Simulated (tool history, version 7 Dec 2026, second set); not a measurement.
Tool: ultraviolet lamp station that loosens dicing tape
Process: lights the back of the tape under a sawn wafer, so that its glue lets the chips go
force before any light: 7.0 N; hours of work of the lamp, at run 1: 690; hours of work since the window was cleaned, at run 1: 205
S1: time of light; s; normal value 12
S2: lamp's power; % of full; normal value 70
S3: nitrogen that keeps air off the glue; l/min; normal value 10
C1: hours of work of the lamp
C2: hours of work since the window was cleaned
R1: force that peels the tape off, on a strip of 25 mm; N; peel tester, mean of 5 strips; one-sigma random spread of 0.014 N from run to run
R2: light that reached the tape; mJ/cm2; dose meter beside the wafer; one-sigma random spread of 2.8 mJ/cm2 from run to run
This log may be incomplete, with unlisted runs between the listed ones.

run	hour	S1	S2	S3	C1	C2	R1	R2
1	0.0	12	70	10	690	205	0.960	320
2	83.1	12	70	10	729	244	0.992	313
3	160.1	16	70	10	764	279	0.585	418
4	202.0	16	70	10	783	298	0.572	407
5	250.2	16	70	10	806	321	0.588	406
6	305.4	12	70	10	831	346	1.054	304
7	376.1	12	70	10	864	379	1.061	296
8	436.4	12	70	10	892	407	1.121	287
9	490.0	12	99	10	916	431	0.563	408
10	538.9	12	99	10	939	454	0.601	407
11	586.6	23	74	12	961	476	0.223	580
12	649.3	23	74	12	990	505	0.230	574

Run 13 has not been measured yet. What should we expect?
# hour 657.0: window cleaned of glue's vapour
13	719.1	15	80	20	1022	29	?	?

{"run 13": {"R1": 0.417, "R2": 382}}
Minus the tool's unlogged condition, the same run would have read R1 0.174 N, R2 548 mJ/cm2.
